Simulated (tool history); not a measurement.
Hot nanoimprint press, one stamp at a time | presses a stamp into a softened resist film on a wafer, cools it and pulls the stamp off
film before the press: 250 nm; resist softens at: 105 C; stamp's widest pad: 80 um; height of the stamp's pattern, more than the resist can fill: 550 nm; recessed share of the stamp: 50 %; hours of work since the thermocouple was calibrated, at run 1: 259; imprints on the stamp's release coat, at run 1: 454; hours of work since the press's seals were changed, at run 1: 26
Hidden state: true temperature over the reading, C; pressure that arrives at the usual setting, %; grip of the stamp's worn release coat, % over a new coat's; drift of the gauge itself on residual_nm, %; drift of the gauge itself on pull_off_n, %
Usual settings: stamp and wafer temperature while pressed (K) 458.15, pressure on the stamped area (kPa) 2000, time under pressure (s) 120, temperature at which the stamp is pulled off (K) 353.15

| run | hour | stamp and wafer temperature while pressed (K) | pressure on the stamped area (kPa) | time under pressure (s) | temperature at which the stamp is pulled off (K) | hours of work since the thermocouple was calibrated | imprints on the stamp's release coat | hours of work since the press's seals were changed | resist left under the stamp's widest pad (angstrom) | greatest force while the stamp is pulled off (N) |
|---|---|---|---|---|---|---|---|---|---|---|
| 1 | 0 | 458.15 | 2000 | 120 | 353.15 | 259 | 454 | 26 | 1194 | 208 |
| 2 | 47 | 458.15 | 2000 | 120 | 353.15 | 290 | 667 | 56 | 1195 | 213 |
| 3 | 93.2 | 458.15 | 1450 | 120 | 353.15 | 319 | 877 | 85 | 1362 | 210 |
| 4 | 123.5 | 458.15 | 2000 | 179 | 353.15 | 339 | 1014 | 105 | 1033 | 216 |
|  | 144.8 | plate thermocouple calibrated |
| 5 | 161.2 | 458.15 | 2000 | 179 | 353.15 | 11 | 1172 | 127 | 1022 | 216 |
| 6 | 195.3 | 459.15 | 2000 | 120 | 353.15 | 33 | 1327 | 149 | 1146 | 213 |
| 7 | 224.4 | 458.15 | 2000 | 130 | 353.15 | 51 | 1459 | 168 | 1139 | 216 |
|  | 286.5 | stamp cleaned and given a new release coat |
| 8 | 286.5 | 446.15 | 2000 | 120 | 353.15 | 87 | 0 | 204 | 1799 | 227 |
| 9 | 319.7 | 458.15 | 2000 | 120 | 353.15 | 109 | 151 | 225 | 1186 | 222 |
| 10 | 344.1 | 458.15 | 2000 | 120 | 353.15 | 124 | 262 | 241 | 1188 | 214 |
| 11 | 395.1 | 458.15 | 2000 | 120 | 353.15 | 157 | 493 | 274 | 1178 | 220 |
| 12 | 443.1 | 458.15 | 1290 | 120 | 353.15 | 188 | 711 | 305 | 1416 | 216 |
| 13 | 485.9 | 458.15 | 2000 | 120 | 353.15 | 215 | 905 | 332 | 1199 | 218 |
| 14 | 521.9 | 458.15 | 2000 | 120 | 353.15 | 239 | 1069 | 355 | 1183 | 212 |
| 15 | 552 | 453.15 | 2000 | 120 | 353.15 | 258 | 1206 | 375 | 1416 | 218 |
| 16 | 590.5 | 453.15 | 2000 | 120 | 353.15 | 283 | 1380 | 399 | 1419 | 220 |
| 17 | 629.1 | 460.15 | 2790 | 120 | 353.15 | 307 | 1555 | 424 | 946 | 215 |
| 18 | 659.1 | 460.15 | 2790 | 120 | 353.15 | 327 | 1691 | 443 | 942 | 221 |
|  | 669.9 | stamp cleaned and given a new release coat |
|  | 708.7 | plate thermocouple calibrated |
| 19 | 711.8 | 463.15 | 2170 | 138 | 353.15 | 2 | 177 | 471 | 896 | 206 |
| 20 | 737.5 | 468.15 | 1920 | 86 | 341.15 | 18 | 293 | 488 | 943 | 239 |
| 21 | 788 | 468.15 | 3190 | 96 | 354.15 | 51 | 523 | 520 | 718 | 220 |

Forecast run 22:
| 22 | 813.6 | 468.15 | 2260 | 237 | 354.15 | 67 | 639 | 537 | ? | ? |

resist left under the stamp's widest pad (angstrom): 568
greatest force while the stamp is pulled off (N): 214
Without the tool's hidden state the same run would have given resist left under the stamp's widest pad (angstrom) 568, greatest force while the stamp is pulled off (N) 213.
